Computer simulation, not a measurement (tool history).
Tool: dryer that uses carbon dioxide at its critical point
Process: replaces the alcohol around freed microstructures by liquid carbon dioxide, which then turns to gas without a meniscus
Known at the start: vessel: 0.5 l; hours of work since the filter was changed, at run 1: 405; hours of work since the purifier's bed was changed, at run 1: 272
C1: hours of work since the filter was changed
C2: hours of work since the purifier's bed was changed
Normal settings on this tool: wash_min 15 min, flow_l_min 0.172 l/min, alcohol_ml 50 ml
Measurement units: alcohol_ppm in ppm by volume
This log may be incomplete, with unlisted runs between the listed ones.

{"run": 1, "hour": 0.0, "wash_min": 15, "flow_l_min": 0.172, "alcohol_ml": 50, "C1": 405, "C2": 272, "alcohol_ppm": 1725}
{"run": 2, "hour": 36.2, "wash_min": 15, "flow_l_min": 0.172, "alcohol_ml": 50, "C1": 423, "C2": 290, "alcohol_ppm": 1781}
{"run": 3, "hour": 65.1, "wash_min": 15, "flow_l_min": 0.28, "alcohol_ml": 50, "C1": 438, "C2": 305, "alcohol_ppm": 239}
{"run": 4, "hour": 93.4, "wash_min": 15, "flow_l_min": 0.28, "alcohol_ml": 50, "C1": 452, "C2": 319, "alcohol_ppm": 245}
{"run": 5, "hour": 109.9, "wash_min": 15, "flow_l_min": 0.28, "alcohol_ml": 50, "C1": 460, "C2": 328, "alcohol_ppm": 264}
{"run": 6, "hour": 144.8, "wash_min": 15, "flow_l_min": 0.28, "alcohol_ml": 50, "C1": 478, "C2": 345, "alcohol_ppm": 268}
{"run": 7, "hour": 162.0, "wash_min": 15, "flow_l_min": 0.28, "alcohol_ml": 50, "C1": 487, "C2": 354, "alcohol_ppm": 270}
{"run": 8, "hour": 185.9, "wash_min": 20, "flow_l_min": 0.172, "alcohol_ml": 50, "C1": 499, "C2": 366, "alcohol_ppm": 627}
{"run": 9, "hour": 224.1, "wash_min": 20, "flow_l_min": 0.172, "alcohol_ml": 50, "C1": 518, "C2": 386, "alcohol_ppm": 663}
{"run": 10, "hour": 254.4, "wash_min": 20, "flow_l_min": 0.172, "alcohol_ml": 44, "C1": 534, "C2": 401, "alcohol_ppm": 624}
{"run": 11, "hour": 273.6, "wash_min": 20, "flow_l_min": 0.172, "alcohol_ml": 44, "C1": 544, "C2": 411, "alcohol_ppm": 620}
{"run": 12, "hour": 301.6, "wash_min": 15, "flow_l_min": 0.172, "alcohol_ml": 50, "C1": 558, "C2": 425, "alcohol_ppm": 2127}
{"hour": 326.7, "done": "inlet filter changed"}
{"run": 13, "hour": 329.0, "wash_min": 15, "flow_l_min": 0.172, "alcohol_ml": 50, "C1": 1, "C2": 439, "alcohol_ppm": 1113}
{"run": 14, "hour": 352.2, "wash_min": 15, "flow_l_min": 0.172, "alcohol_ml": 50, "C1": 13, "C2": 450, "alcohol_ppm": 1154}
{"run": 15, "hour": 379.8, "wash_min": 15, "flow_l_min": 0.273, "alcohol_ml": 50, "C1": 27, "C2": 464, "alcohol_ppm": 244}
{"run": 16, "hour": 416.1, "wash_min": 15, "flow_l_min": 0.273, "alcohol_ml": 50, "C1": 45, "C2": 483, "alcohol_ppm": 263}
{"run": 17, "hour": 433.0, "wash_min": 15, "flow_l_min": 0.172, "alcohol_ml": 25, "C1": 54, "C2": 491, "alcohol_ppm": 699}
{"run": 18, "hour": 466.6, "wash_min": 15, "flow_l_min": 0.172, "alcohol_ml": 25, "C1": 71, "C2": 508, "alcohol_ppm": 703}
{"run": 19, "hour": 501.5, "wash_min": 15, "flow_l_min": 0.172, "alcohol_ml": 25, "C1": 89, "C2": 526, "alcohol_ppm": 740}
{"run": 20, "hour": 520.4, "wash_min": 15, "flow_l_min": 0.172, "alcohol_ml": 25, "C1": 98, "C2": 536, "alcohol_ppm": 737}
{"run": 21, "hour": 552.5, "wash_min": 15, "flow_l_min": 0.172, "alcohol_ml": 25, "C1": 115, "C2": 552, "alcohol_ppm": 758}
{"run": 22, "hour": 570.3, "wash_min": 15, "flow_l_min": 0.172, "alcohol_ml": 25, "C1": 124, "C2": 561, "alcohol_ppm": 791}
{"run": 23, "hour": 591.1, "wash_min": 15, "flow_l_min": 0.172, "alcohol_ml": 25, "C1": 134, "C2": 572, "alcohol_ppm": 802}
{"run": 24, "hour": 624.4, "wash_min": 15, "flow_l_min": 0.172, "alcohol_ml": 48, "C1": 151, "C2": 589, "alcohol_ppm": 1289}
{"run": 25, "hour": 646.3, "wash_min": 15, "flow_l_min": 0.172, "alcohol_ml": 48, "C1": 162, "C2": 600, "alcohol_ppm": 1334}
{"run": 26, "hour": 674.9, "wash_min": 11, "flow_l_min": 0.121, "alcohol_ml": 25, "C1": 177, "C2": 614, "alcohol_ppm": 5411}
{"run": 27, "hour": 709.9, "wash_min": 11, "flow_l_min": 0.126, "alcohol_ml": 109, "C1": 195, "C2": 632, "alcohol_ppm": 21293}

Run 28 comes next. What will it give?
{"run": 28, "hour": 736.4, "wash_min": 11, "flow_l_min": 0.204, "alcohol_ml": 22, "C1": 208, "C2": 646, "alcohol_ppm": "?"}

Run 28 came out at alcohol_ppm 1168 ppm by volume.
With no hidden state in the tool, this same run would have given alcohol_ppm 704 ppm by volume.
